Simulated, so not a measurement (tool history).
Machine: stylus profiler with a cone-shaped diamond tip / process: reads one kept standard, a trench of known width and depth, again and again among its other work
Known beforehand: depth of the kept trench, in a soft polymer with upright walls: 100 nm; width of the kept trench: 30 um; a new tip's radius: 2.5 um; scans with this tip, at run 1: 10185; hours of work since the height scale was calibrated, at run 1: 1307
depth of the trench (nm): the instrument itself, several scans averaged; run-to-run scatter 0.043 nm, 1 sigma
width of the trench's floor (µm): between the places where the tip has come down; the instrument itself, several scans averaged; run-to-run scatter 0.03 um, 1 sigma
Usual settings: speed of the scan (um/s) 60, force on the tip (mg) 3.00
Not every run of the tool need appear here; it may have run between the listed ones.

run	hour	speed of the scan (um/s)	force on the tip (mg)	scans with this tip	hours of work since the height scale was calibrated	depth of the trench (nm)	width of the trench's floor (µm)
1	0.0	60	3.00	10185	1307	101.37	28.34
2	74.7	60	3.00	10586	1358	101.38	28.33
3	123.4	159	3.00	10847	1392	101.27	27.94
4	224.8	159	3.00	11392	1462	101.25	27.94
5	309.6	159	3.00	11847	1520	101.37	28.00
6	387.9	159	3.00	12267	1574	101.31	27.98
# hour 397.4: new tip fitted, height scale calibrated
7	479.4	159	3.00	440	56	101.30	28.06
8	542.1	20	1.31	776	100	100.73	28.44

Expected results for the next run?
9	630.2	156	5.18	1250	160	?	?

{"run 9": {"depth of the trench (nm)": 101.95, "width of the trench's floor (µm)": 28.17}}
With the hidden condition absent and the run-to-run variation left alone, this run would have shown depth of the trench (nm) 101.95, width of the trench's floor (µm) 28.17.
